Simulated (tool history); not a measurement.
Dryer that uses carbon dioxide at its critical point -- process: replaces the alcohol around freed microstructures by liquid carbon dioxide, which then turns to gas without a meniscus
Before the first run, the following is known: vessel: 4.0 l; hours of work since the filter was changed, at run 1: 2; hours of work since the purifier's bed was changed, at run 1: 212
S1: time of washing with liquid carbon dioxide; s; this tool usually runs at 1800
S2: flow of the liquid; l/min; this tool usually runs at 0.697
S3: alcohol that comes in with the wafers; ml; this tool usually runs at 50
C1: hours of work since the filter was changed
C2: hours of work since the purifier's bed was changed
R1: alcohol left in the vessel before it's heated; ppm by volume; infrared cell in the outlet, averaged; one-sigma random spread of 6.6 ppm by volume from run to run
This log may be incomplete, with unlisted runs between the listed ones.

run 1 day=0 | S1=1800 S2=0.697 S3=50 | C1=2 C2=212 | R1=355
run 2 day=0.717 | S1=1800 S2=0.697 S3=50 | C1=9 C2=218 | R1=359
run 3 day=1.254 | S1=1380 S2=0.697 S3=50 | C1=13 C2=223 | R1=767
run 4 day=1.704 | S1=1800 S2=0.697 S3=50 | C1=17 C2=227 | R1=371
run 5 day=2.158 | S1=1800 S2=0.697 S3=50 | C1=21 C2=231 | R1=356
run 6 day=2.821 | S1=1800 S2=0.697 S3=50 | C1=27 C2=237 | R1=348
run 7 day=3.275 | S1=1800 S2=0.697 S3=50 | C1=31 C2=241 | R1=355
run 8 day=4.067 | S1=1800 S2=0.697 S3=50 | C1=38 C2=248 | R1=375
run 9 day=4.842 | S1=1800 S2=0.697 S3=74 | C1=45 C2=255 | R1=518
run 10 day=5.288 | S1=1800 S2=0.697 S3=74 | C1=49 C2=259 | R1=509
run 11 day=6 | S1=1800 S2=0.697 S3=74 | C1=55 C2=265 | R1=525
run 12 day=6.542 | S1=2100 S2=0.697 S3=50 | C1=60 C2=270 | R1=234
run 13 day=7.192 | S1=2100 S2=0.697 S3=50 | C1=66 C2=275 | R1=242
run 14 day=7.9 | S1=2100 S2=0.697 S3=50 | C1=72 C2=282 | R1=246
run 15 day=8.254 | S1=1440 S2=0.697 S3=77 | C1=75 C2=285 | R1=1102

What will run 16 give?
run 16 day=8.946 | S1=1440 S2=0.697 S3=77 | C1=81 C2=291 | R1=?

R1: 1086 ppm by volume
Take away the tool's hidden state, keep the run-to-run variation as it was, and the same run would have given R1 937 ppm by volume.
